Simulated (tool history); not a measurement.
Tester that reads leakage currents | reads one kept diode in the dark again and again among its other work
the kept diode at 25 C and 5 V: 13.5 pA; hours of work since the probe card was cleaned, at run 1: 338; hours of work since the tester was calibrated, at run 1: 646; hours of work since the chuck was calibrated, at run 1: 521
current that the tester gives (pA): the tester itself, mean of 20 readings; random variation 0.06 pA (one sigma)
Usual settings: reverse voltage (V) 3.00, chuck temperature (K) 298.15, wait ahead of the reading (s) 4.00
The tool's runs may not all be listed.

run,hour,reverse voltage (V),chuck temperature (K),wait ahead of the reading (s),hours of work since the probe card was cleaned,hours of work since the tester was calibrated,hours of work since the chuck was calibrated,current that the tester gives (pA)
1,0.0,3.00,298.15,4.00,338,646,521,11.16
2,25.6,3.00,298.15,4.00,355,664,538,11.18
3,55.6,3.00,298.15,0.50,376,684,559,12.86
4,96.6,3.00,298.15,4.00,404,712,586,11.24
5,128.5,3.00,298.15,4.00,425,734,608,11.11
6,151.6,3.00,298.15,4.00,441,750,624,11.17
7,174.0,3.00,298.15,4.00,456,765,639,11.28
8,215.6,3.00,298.15,4.00,485,794,668,11.16
9,240.8,3.00,298.15,4.00,502,811,685,11.18
10,270.8,3.00,316.15,4.00,522,831,705,46.71
11,318.7,3.00,316.15,4.00,555,864,738,46.63
12,351.3,3.00,298.15,4.00,577,886,760,10.98
13,374.7,3.00,298.15,4.00,593,902,776,11.09
14,418.1,3.00,298.15,4.00,623,932,806,11.08
15,443.3,3.00,298.15,4.00,640,949,823,11.19
16,466.9,3.00,298.15,4.00,656,965,839,11.13
17,509.0,3.00,298.15,4.00,685,994,868,11.18
18,542.4,3.00,314.15,4.00,708,1017,891,39.85
19,588.8,3.00,314.15,4.00,740,1048,922,40.27
20,625.3,3.00,314.15,4.00,764,1073,947,39.86
21,671.5,3.00,314.15,4.00,796,1105,979,40.12
22,692.0,2.31,298.15,4.00,810,1119,993,9.98
23,721.0,2.31,298.15,4.00,830,1139,1013,9.80
24,742.7,11.60,300.15,0.76,845,1153,1028,28.23
25,772.6,2.26,298.15,0.48,865,1174,1048,11.26
26,801.0,4.92,330.15,0.48,884,1193,1067,161.93
27,844.7,6.21,296.15,0.75,914,1223,1097,15.42
28,887.5,11.21,314.15,0.36,943,1252,1126,80.41
# hour 897.6: chuck's temperature calibrated
29,923.7,11.21,314.15,4.60,967,1275,18,70.78
30,972.1,11.21,314.15,4.60,1000,1309,51,70.93
31,1015.4,3.24,307.15,4.60,1029,1338,80,23.95
32,1052.5,17.07,295.15,5.32,1055,1363,106,19.03
33,1074.6,17.07,295.15,5.32,1070,1379,121,19.01
34,1106.8,17.07,295.15,5.32,1092,1400,143,19.14
35,1131.6,3.00,308.15,4.00,1109,1417,160,25.08
36,1168.7,9.64,319.15,8.58,1134,1443,185,96.55
37,1202.2,9.64,319.15,8.58,1157,1466,208,96.55
38,1222.8,3.00,298.15,4.21,1171,1480,222,11.24
39,1251.4,6.72,300.15,0.52,1190,1499,242,22.64
40,1276.1,6.72,300.15,0.52,1207,1516,258,22.56
41,1297.5,1.29,295.15,2.39,1222,1531,273,6.02

How the hidden state differs across the entries between the runs, from the last listed run before each to the first after it:
Between runs 28 and 29: chuck's temperature calibrated (hour 897.6)
  no hidden state differs between the two runs
